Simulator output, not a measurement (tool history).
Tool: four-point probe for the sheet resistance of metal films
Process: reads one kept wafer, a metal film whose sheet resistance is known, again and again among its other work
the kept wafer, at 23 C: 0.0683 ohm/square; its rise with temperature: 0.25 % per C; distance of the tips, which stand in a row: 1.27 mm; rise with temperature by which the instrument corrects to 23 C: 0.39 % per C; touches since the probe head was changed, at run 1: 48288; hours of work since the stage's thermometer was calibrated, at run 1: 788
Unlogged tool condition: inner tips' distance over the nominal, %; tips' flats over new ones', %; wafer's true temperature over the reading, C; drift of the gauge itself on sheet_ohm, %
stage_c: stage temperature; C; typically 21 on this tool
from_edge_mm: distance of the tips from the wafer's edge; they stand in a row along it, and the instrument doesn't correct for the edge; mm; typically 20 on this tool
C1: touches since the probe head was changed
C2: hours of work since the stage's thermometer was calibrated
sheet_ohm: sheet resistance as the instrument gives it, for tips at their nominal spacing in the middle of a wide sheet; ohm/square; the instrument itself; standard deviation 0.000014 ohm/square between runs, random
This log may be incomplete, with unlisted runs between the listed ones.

Run 1, day 0: usual settings; C1 48288; C2 788. Result: sheet_ohm 0.068462 ohm/square.
Run 2, day 1.533: usual settings; C1 49201; C2 811. Result: sheet_ohm 0.068454 ohm/square.
Run 3, day 2.546: usual settings; C1 49804; C2 826. Result: sheet_ohm 0.068427 ohm/square.
Run 4, day 3.562: usual settings; C1 50411; C2 842. Result: sheet_ohm 0.068443 ohm/square.
Run 5, day 4.554: usual settings; C1 51002; C2 857. Result: sheet_ohm 0.068434 ohm/square.
Run 6, day 5.662: usual settings; C1 51660; C2 874. Result: sheet_ohm 0.068444 ohm/square.
Run 7, day 6.808: usual settings but from_edge_mm 28 mm; C1 52343; C2 891. Result: sheet_ohm 0.068362 ohm/square.
Run 8, day 8.258: usual settings but from_edge_mm 13 mm; C1 53208; C2 913. Result: sheet_ohm 0.068648 ohm/square.
Run 9, day 9.521: usual settings; C1 53959; C2 932. Result: sheet_ohm 0.068435 ohm/square.
Run 10, day 11.142: usual settings; C1 54925; C2 957. Result: sheet_ohm 0.068423 ohm/square.
Run 11, day 12.833: usual settings but from_edge_mm 51 mm; C1 55933; C2 982. Result: sheet_ohm 0.068304 ohm/square.
Run 12, day 13.95: usual settings but from_edge_mm 60 mm; C1 56599; C2 999. Result: sheet_ohm 0.068259 ohm/square.
Run 13, day 14.983: usual settings; C1 57212; C2 1015. Result: sheet_ohm 0.068411 ohm/square.
Run 14, day 16.433: usual settings; C1 58077; C2 1037. Result: sheet_ohm 0.06837 ohm/square.
Run 15, day 17.417: usual settings but from_edge_mm 4 mm; C1 58662; C2 1052. Result: sheet_ohm 0.071733 ohm/square.
Run 16, day 18.833: usual settings but stage_c 26 C, from_edge_mm 4 mm; C1 59506; C2 1073. Result: sheet_ohm 0.07123 ohm/square.
Run 17, day 19.983: usual settings but stage_c 26 C, from_edge_mm 4 mm; C1 60191; C2 1091. Result: sheet_ohm 0.071229 ohm/square.
Run 18, day 21.208: usual settings but stage_c 26 C, from_edge_mm 4 mm; C1 60922; C2 1109. Result: sheet_ohm 0.071245 ohm/square.
Run 19, day 23.092: usual settings; C1 62044; C2 1138. Result: sheet_ohm 0.068374 ohm/square.
Run 20, day 24.362: usual settings but stage_c 33 C; C1 62800; C2 1157. Result: sheet_ohm 0.067287 ohm/square.
Run 21, day 25.708: usual settings but stage_c 28 C, from_edge_mm 17 mm; C1 63602; C2 1178. Result: sheet_ohm 0.067775 ohm/square.
Run 22, day 27.338: usual settings but stage_c 25 C, from_edge_mm 59 mm; C1 64573; C2 1202. Result: sheet_ohm 0.067872 ohm/square.
Run 23, day 28.688: usual settings but stage_c 25 C, from_edge_mm 59 mm; C1 65375; C2 1223. Result: sheet_ohm 0.067844 ohm/square.
Run 24, day 30.329: usual settings but stage_c 31 C, from_edge_mm 26 mm; C1 66355; C2 1248. Result: sheet_ohm 0.067373 ohm/square.
Run 25, day 32.079: usual settings but stage_c 31 C, from_edge_mm 26 mm; C1 67396; C2 1274. Result: sheet_ohm 0.067331 ohm/square.
Run 26, day 33.154: usual settings but stage_c 30 C, from_edge_mm 5 mm; C1 68037; C2 1291. Result: sheet_ohm 0.069591 ohm/square.
Run 27, day 34.858: usual settings but stage_c 22 C, from_edge_mm 8 mm; C1 69053; C2 1316. Result: sheet_ohm 0.069004 ohm/square.
Run 28, day 36.479: usual settings but stage_c 22 C, from_edge_mm 8 mm; C1 70017; C2 1341. Result: sheet_ohm 0.068995 ohm/square.
At day 36.612: stage's thermometer calibrated.
Run 29, day 37.933: usual settings but stage_c 22 C, from_edge_mm 8 mm; C1 70871; C2 20. Result: sheet_ohm 0.069008 ohm/square.
At day 39.896: stage's thermometer calibrated, once more.
Run 30, day 39.946: usual settings but stage_c 22 C, from_edge_mm 9 mm; C1 72058; C2 1. Result: sheet_ohm 0.068754 ohm/square.
Run 31, day 41.612: usual settings but stage_c 22 C, from_edge_mm 3 mm; C1 73050; C2 26. Result: sheet_ohm 0.073915 ohm/square.
Run 32, day 43.617: usual settings but from_edge_mm 24 mm; C1 74245; C2 56. Result: sheet_ohm 0.068208 ohm/square.
Run 33, day 44.746: usual settings but stage_c 33 C; C1 74918; C2 74. Result: sheet_ohm 0.067112 ohm/square.
Run 34, day 46.429: usual settings but stage_c 33 C; C1 75919; C2 99. Result: sheet_ohm 0.067105 ohm/square.
Run 35, day 47.767: usual settings; C1 76716; C2 119. Result: sheet_ohm 0.0682 ohm/square.
Run 36, day 49.508: usual settings; C1 77753; C2 146. Result: sheet_ohm 0.068205 ohm/square.
At day 51.217: new probe head fitted.
Run 37, day 51.417: usual settings; C1 118; C2 174. Result: sheet_ohm 0.068737 ohm/square.
Run 38, day 52.233: usual settings; C1 604; C2 186. Result: sheet_ohm 0.068753 ohm/square.
Run 39, day 53.35: usual settings; C1 1270; C2 203. Result: sheet_ohm 0.068739 ohm/square.
Run 40, day 54.321: usual settings; C1 1847; C2 218. Result: sheet_ohm 0.068773 ohm/square.

Hidden condition of the tool, last listed run before each entry between runs versus first listed run after:
In the gap between runs 28 and 29: stage's thermometer calibrated (day 36.612)
  inner tips' distance over the nominal, %: -0.512 -> -0.52; tips' flats over new ones', %: 88 -> 89; wafer's true temperature over the reading, C: 0.39 -> 0.49
  measured result minus the result with no hidden state, sheet_ohm: -0.000315 -> -0.000306 ohm/square
In the gap between runs 29 and 30: stage's thermometer calibrated, once more (day 39.896)
  inner tips' distance over the nominal, %: -0.52 -> -0.532; tips' flats over new ones', %: 89 -> 91; wafer's true temperature over the reading, C: 0.49 -> -0.05
  measured result minus the result with no hidden state, sheet_ohm: -0.000306 -> -0.000406 ohm/square
In the gap between runs 36 and 37: new probe head fitted (day 51.217)
  inner tips' distance over the nominal, %: -0.582 -> 0.172; tips' flats over new ones', %: 98 -> 0; wafer's true temperature over the reading, C: -0.01 -> 0
  measured result minus the result with no hidden state, sheet_ohm: -0.000434 -> +0.000127 ohm/square

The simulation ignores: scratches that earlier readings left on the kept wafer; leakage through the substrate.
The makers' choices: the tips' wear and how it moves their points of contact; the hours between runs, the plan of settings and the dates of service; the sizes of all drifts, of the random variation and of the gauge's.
